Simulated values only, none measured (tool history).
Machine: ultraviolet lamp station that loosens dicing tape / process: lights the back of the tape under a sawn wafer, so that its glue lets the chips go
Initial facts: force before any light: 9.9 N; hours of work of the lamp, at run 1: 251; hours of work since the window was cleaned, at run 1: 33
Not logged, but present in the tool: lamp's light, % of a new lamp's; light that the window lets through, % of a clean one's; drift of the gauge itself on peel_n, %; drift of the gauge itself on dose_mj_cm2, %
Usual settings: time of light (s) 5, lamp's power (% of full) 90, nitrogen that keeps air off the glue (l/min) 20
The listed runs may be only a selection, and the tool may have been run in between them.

run	day	time of light (s)	lamp's power (% of full)	nitrogen that keeps air off the glue (l/min)	hours of work of the lamp	hours of work since the window was cleaned	force that peels the tape off (N)	light that reached the tape (mJ/cm²)
1	0	5	90	20	251	33	0.988	595
2	0.758	5	60	20	261	43	2.048	393
3	1.604	5	60	20	273	54	2.135	393
4	2.408	8	90	20	283	65	0.334	943
5	3.767	8	90	20	301	83	0.321	937
6	4.796	8	90	20	315	96	0.335	929
7	6.208	8	90	20	333	115	0.34	932
8	6.912	5	90	20	343	124	0.988	578
9	7.725	5	90	20	353	135	1.014	579
10	8.538	5	95	20	364	146	0.902	612
11	9.746	5	95	20	380	162	0.95	607
12	10.712	5	75	20	393	175	1.551	480
13	12.046	5	75	20	411	192	1.54	475
14	12.867	5	75	20	421	203	1.566	474
15	14.125	5	90	20	438	220	1.044	559
16	15.033	5	90	16	450	232	1.236	569
17	16.421	5	63	16	468	250	2.389	392
18	17.817	5	63	16	487	269	2.315	391
19	18.604	5	65	20	497	279	1.977	401
20	19.912	5	65	20	514	296	2.122	400
21	20.767	5	65	20	526	307	2.086	400
22	21.646	5	65	20	537	319	2.058	399
# day 21.904: window cleaned of glue's vapour
23	22.662	5	92	36	551	10	0.864	547
24	23.758	5	92	36	565	24	0.864	543
25	25.196	5	92	36	584	43	0.855	540
26	26.779	5	90	6	605	64	2.503	520
27	27.892	5	90	6	620	79	2.586	525
28	28.546	2	60	30	628	88	5.311	141
29	29.592	2	92	6	642	102	5.752	211
# day 30.633: window cleaned of glue's vapour, once more
30	31.096	8	67	34	662	6	0.526	675
31	32.154	8	67	34	676	20	0.531	669
32	33.125	8	67	34	688	33	0.538	668
33	33.938	6	80	34	699	44	0.706	602
34	35.404	3	90	20	719	63	2.552	335
35	36.842	3	81	20	738	82	2.982	302
36	37.754	3	94	34	750	94	2.022	347
37	39.1	7	94	7	767	112	1.116	804
38	39.892	5	90	34	778	122	0.874	555
39	41.433	5	79	13	798	143	1.941	477
40	42.442	8	74	34	811	156	0.463	712
41	43.125	6	90	32	821	165	0.616	639
42	44.646	6	90	32	841	185	0.624	649
43	46.188	8	99	20	861	205	0.337	934

What would each run have given without the hidden state, its run-to-run variation left as it was?
run	force that peels the tape off (N)	light that reached the tape (mJ/cm²)
1	0.897	622
2	1.903	412
3	1.975	414
4	0.293	994
5	0.278	994
6	0.289	989
7	0.288	997
8	0.849	620
9	0.867	623
10	0.761	661
11	0.795	659
12	1.325	523
13	1.306	520
14	1.319	520
15	0.848	616
16	1.009	629
17	2.045	436
18	1.966	436
19	1.647	449
20	1.753	451
21	1.715	452
22	1.685	452
23	0.596	642
24	0.588	640
25	0.573	640
26	1.935	620
27	1.991	628
28	4.694	169
29	5.129	254
30	0.413	744
31	0.411	741
32	0.414	742
33	0.544	670
34	2.184	375
35	2.575	340
36	1.659	392
37	0.85	913
38	0.647	632
39	1.543	547
40	0.326	820
41	0.433	738
42	0.435	754
43	0.232	1091

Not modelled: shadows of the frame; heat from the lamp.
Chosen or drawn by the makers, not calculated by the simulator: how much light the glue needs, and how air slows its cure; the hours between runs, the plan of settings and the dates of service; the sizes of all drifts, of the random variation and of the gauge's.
